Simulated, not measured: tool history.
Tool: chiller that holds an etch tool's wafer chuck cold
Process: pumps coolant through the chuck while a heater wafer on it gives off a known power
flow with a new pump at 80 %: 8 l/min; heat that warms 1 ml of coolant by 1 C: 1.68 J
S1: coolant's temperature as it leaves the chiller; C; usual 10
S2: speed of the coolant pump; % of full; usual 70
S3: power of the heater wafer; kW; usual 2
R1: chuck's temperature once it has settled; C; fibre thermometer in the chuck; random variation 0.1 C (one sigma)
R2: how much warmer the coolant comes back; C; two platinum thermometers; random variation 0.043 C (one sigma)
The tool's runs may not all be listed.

| run | hour | S1 | S2 | S3 | R1 | R2 |
|---|---|---|---|---|---|---|
| 1 | 0 | 10 | 70 | 2 | 36.7 | 11.38 |
| 2 | 227.7 | 10 | 91 | 2 | 32 | 8.78 |
| 3 | 331.9 | 2 | 70 | 2 | 28.6 | 11.41 |
| 4 | 429 | 2 | 70 | 2 | 28.7 | 11.54 |
| 5 | 602.1 | 2 | 70 | 2 | 28.7 | 11.52 |
| 6 | 714.7 | 1 | 70 | 2 | 27.9 | 11.58 |
| 7 | 867.6 | 1 | 70 | 2 | 27.9 | 11.61 |
| 8 | 1005.1 | 1 | 70 | 2 | 27.9 | 11.53 |
| 9 | 1192.7 | 2 | 82 | 1.024 | 14.2 | 5.07 |
| 10 | 1305 | 2 | 82 | 1.024 | 14.2 | 5.07 |
|  | 1362.6 | coolant changed, channels flushed |
| 11 | 1515.5 | 13 | 70 | 2 | 38.3 | 11.6 |
| 12 | 1691.9 | 10 | 67 | 1.342 | 27.5 | 8.18 |
| 13 | 1865.7 | 5 | 84 | 1.52 | 21.7 | 7.44 |

Forecast each of these 4 alternatives for the next run:
| A | 2060.3 | 1 | 92 | 1.52 | ? | ? |
| B | 2060.3 | 2 | 89 | 1.163 | ? | ? |
| C | 2060.3 | 19 | 70 | 1.126 | ? | ? |
| D | 2060.3 | 13 | 75 | 2 | ? | ? |

| run | R1 | R2 |
|---|---|---|
| A | 16.8 | 6.78 |
| B | 14.1 | 5.35 |
| C | 33 | 6.52 |
| D | 37.1 | 11.01 |
Without the tool's hidden state the same runs would have given:
| run | R1 | R2 |
|---|---|---|
| A | 15.6 | 5.91 |
| B | 13.3 | 4.66 |
| C | 32 | 5.68 |
| D | 35 | 9.61 |

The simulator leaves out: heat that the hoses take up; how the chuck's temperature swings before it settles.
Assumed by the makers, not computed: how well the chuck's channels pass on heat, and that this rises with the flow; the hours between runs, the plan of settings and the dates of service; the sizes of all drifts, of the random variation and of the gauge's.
